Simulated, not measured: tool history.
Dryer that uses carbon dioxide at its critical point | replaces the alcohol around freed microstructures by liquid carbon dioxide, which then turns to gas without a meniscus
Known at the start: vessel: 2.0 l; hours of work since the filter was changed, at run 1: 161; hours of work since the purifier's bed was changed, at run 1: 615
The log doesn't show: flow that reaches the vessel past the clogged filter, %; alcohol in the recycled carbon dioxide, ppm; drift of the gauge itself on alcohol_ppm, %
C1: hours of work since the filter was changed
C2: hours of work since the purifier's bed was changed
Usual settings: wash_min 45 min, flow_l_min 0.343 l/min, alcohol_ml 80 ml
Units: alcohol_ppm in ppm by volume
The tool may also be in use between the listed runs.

{"run": 1, "hour": 0.0, "wash_min": 45, "flow_l_min": 0.343, "alcohol_ml": 80, "C1": 161, "C2": 615, "alcohol_ppm": 283}
{"run": 2, "hour": 34.9, "wash_min": 45, "flow_l_min": 0.343, "alcohol_ml": 80, "C1": 186, "C2": 640, "alcohol_ppm": 287}
{"run": 3, "hour": 76.6, "wash_min": 45, "flow_l_min": 0.343, "alcohol_ml": 80, "C1": 215, "C2": 670, "alcohol_ppm": 302}
{"run": 4, "hour": 115.9, "wash_min": 45, "flow_l_min": 0.235, "alcohol_ml": 80, "C1": 243, "C2": 697, "alcohol_ppm": 912}
{"run": 5, "hour": 145.5, "wash_min": 45, "flow_l_min": 0.343, "alcohol_ml": 80, "C1": 264, "C2": 718, "alcohol_ppm": 317}
{"run": 6, "hour": 182.1, "wash_min": 45, "flow_l_min": 0.343, "alcohol_ml": 80, "C1": 290, "C2": 744, "alcohol_ppm": 310}
{"run": 7, "hour": 202.1, "wash_min": 45, "flow_l_min": 0.343, "alcohol_ml": 80, "C1": 304, "C2": 758, "alcohol_ppm": 337}
{"hour": 214.4, "done": "purifier's bed changed"}
{"run": 8, "hour": 228.6, "wash_min": 45, "flow_l_min": 0.343, "alcohol_ml": 80, "C1": 320, "C2": 10, "alcohol_ppm": 135}
{"run": 9, "hour": 268.6, "wash_min": 45, "flow_l_min": 0.343, "alcohol_ml": 80, "C1": 349, "C2": 38, "alcohol_ppm": 135}
{"run": 10, "hour": 287.3, "wash_min": 45, "flow_l_min": 0.343, "alcohol_ml": 80, "C1": 362, "C2": 51, "alcohol_ppm": 163}
{"hour": 320.4, "done": "inlet filter changed"}
{"run": 11, "hour": 331.0, "wash_min": 45, "flow_l_min": 0.343, "alcohol_ml": 55, "C1": 8, "C2": 82, "alcohol_ppm": 90}
{"run": 12, "hour": 366.8, "wash_min": 45, "flow_l_min": 0.343, "alcohol_ml": 55, "C1": 33, "C2": 107, "alcohol_ppm": 96}
{"run": 13, "hour": 409.3, "wash_min": 40, "flow_l_min": 0.379, "alcohol_ml": 117, "C1": 63, "C2": 137, "alcohol_ppm": 193}
{"run": 14, "hour": 430.7, "wash_min": 43, "flow_l_min": 0.379, "alcohol_ml": 117, "C1": 78, "C2": 152, "alcohol_ppm": 158}
{"run": 15, "hour": 448.6, "wash_min": 61, "flow_l_min": 0.247, "alcohol_ml": 80, "C1": 91, "C2": 165, "alcohol_ppm": 155}
{"run": 16, "hour": 485.7, "wash_min": 37, "flow_l_min": 0.362, "alcohol_ml": 41, "C1": 117, "C2": 191, "alcohol_ppm": 180}
{"run": 17, "hour": 517.3, "wash_min": 37, "flow_l_min": 0.362, "alcohol_ml": 41, "C1": 139, "C2": 213, "alcohol_ppm": 179}
{"run": 18, "hour": 552.1, "wash_min": 55, "flow_l_min": 0.271, "alcohol_ml": 80, "C1": 164, "C2": 238, "alcohol_ppm": 203}
{"run": 19, "hour": 592.0, "wash_min": 55, "flow_l_min": 0.271, "alcohol_ml": 80, "C1": 192, "C2": 266, "alcohol_ppm": 214}
{"run": 20, "hour": 611.7, "wash_min": 35, "flow_l_min": 0.237, "alcohol_ml": 81, "C1": 206, "C2": 280, "alcohol_ppm": 1809}
{"run": 21, "hour": 649.5, "wash_min": 47, "flow_l_min": 0.334, "alcohol_ml": 57, "C1": 232, "C2": 306, "alcohol_ppm": 161}
{"run": 22, "hour": 686.9, "wash_min": 47, "flow_l_min": 0.334, "alcohol_ml": 57, "C1": 259, "C2": 333, "alcohol_ppm": 167}

Run 23 comes next. What will it give?
{"run": 23, "hour": 716.9, "wash_min": 47, "flow_l_min": 0.334, "alcohol_ml": 57, "C1": 280, "C2": 354, "alcohol_ppm": "?"}

{"run 23": {"alcohol_ppm": 169}}
Without the tool's hidden state the same run would have given alcohol_ppm 62 ppm by volume.

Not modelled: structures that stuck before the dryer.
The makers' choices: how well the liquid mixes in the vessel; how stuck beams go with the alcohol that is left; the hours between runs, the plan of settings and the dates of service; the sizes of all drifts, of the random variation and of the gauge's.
